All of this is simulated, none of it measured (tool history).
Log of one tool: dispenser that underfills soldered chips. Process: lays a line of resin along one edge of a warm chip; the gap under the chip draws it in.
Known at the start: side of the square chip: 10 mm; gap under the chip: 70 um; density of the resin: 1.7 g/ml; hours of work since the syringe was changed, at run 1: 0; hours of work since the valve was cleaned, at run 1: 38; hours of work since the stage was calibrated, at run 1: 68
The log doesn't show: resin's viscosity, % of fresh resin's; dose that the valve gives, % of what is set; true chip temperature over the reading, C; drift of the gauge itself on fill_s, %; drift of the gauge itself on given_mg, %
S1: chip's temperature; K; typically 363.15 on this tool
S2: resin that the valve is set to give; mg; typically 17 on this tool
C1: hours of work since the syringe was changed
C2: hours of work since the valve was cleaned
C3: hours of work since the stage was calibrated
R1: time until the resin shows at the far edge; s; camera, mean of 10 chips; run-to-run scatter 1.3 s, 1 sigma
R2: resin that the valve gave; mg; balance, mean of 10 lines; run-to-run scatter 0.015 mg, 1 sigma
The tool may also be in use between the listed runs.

run	day	S1	S2	C1	C2	C3	R1	R2
1	0	363.15	17	0	38	68	132.6	16.69
# day 0.229: dispensing valve cleaned and set on the balance
2	0.296	363.15	17	4	1	72	149.8	16.98
# day 0.429: new syringe of resin
3	0.512	363.15	17	1	4	75	136.4	16.95
4	0.679	363.15	17	4	7	78	143.9	16.94
# day 0.804: new syringe of resin
5	0.804	363.15	17	0	9	79	133.4	16.93
6	0.933	363.15	17	2	11	81	139.1	16.92
7	1.058	363.15	17	4	13	83	148.6	16.9
# day 1.192: new syringe of resin
8	1.212	363.15	17	0	15	85	133.3	16.9
9	1.396	363.15	17	3	18	88	146.7	16.87
# day 1.575: new syringe of resin
10	1.658	356.15	17	1	22	92	186.8	16.84
11	1.846	356.15	17	4	25	95	201.6	16.81
# day 1.954: new syringe of resin
12	1.988	363.15	19.3	1	27	97	131.1	19.07
13	2.188	350.15	14.7	4	30	100	271.2	14.53
# day 2.338: new syringe of resin
14	2.45	350.15	14.7	2	34	104	255.9	14.48
15	2.617	363.15	16.2	4	36	107	156.1	15.95
# day 2.721: new syringe of resin
16	2.771	363.15	16.2	1	39	109	139.4	15.94
# day 2.954: dispensing valve cleaned and set on the balance
17	3.004	356.15	16.2	4	1	112	208.3	16.17
18	3.121	356.15	18.4	6	3	114	217.1	18.35
# day 3.154: new syringe of resin
19	3.358	368.15	20	3	6	118	114.4	19.94
# day 3.533: new syringe of resin
20	3.546	363.15	17.5	0	9	120	129.1	17.39
21	3.654	351.15	19.9	2	11	122	230.7	19.78

Each row is a separate what-if for the run after 21, all from the same tool condition, not one after another. Results?
A	3.858	369.15	19.5	5	14	125	?	?
B	3.858	353.15	18	5	14	125	?	?
C	3.858	353.15	21.8	5	14	125	?	?
D	3.858	354.15	17.4	5	14	125	?	?

run	R1	R2
A	117.6	19.37
B	233.1	17.85
C	235	21.68
D	228.6	17.28
With the hidden condition removed and each run's random variation left untouched, the same runs would have given:
run	R1	R2
A	95.7	19.49
B	188.8	17.96
C	190.5	21.81
D	185.4	17.39
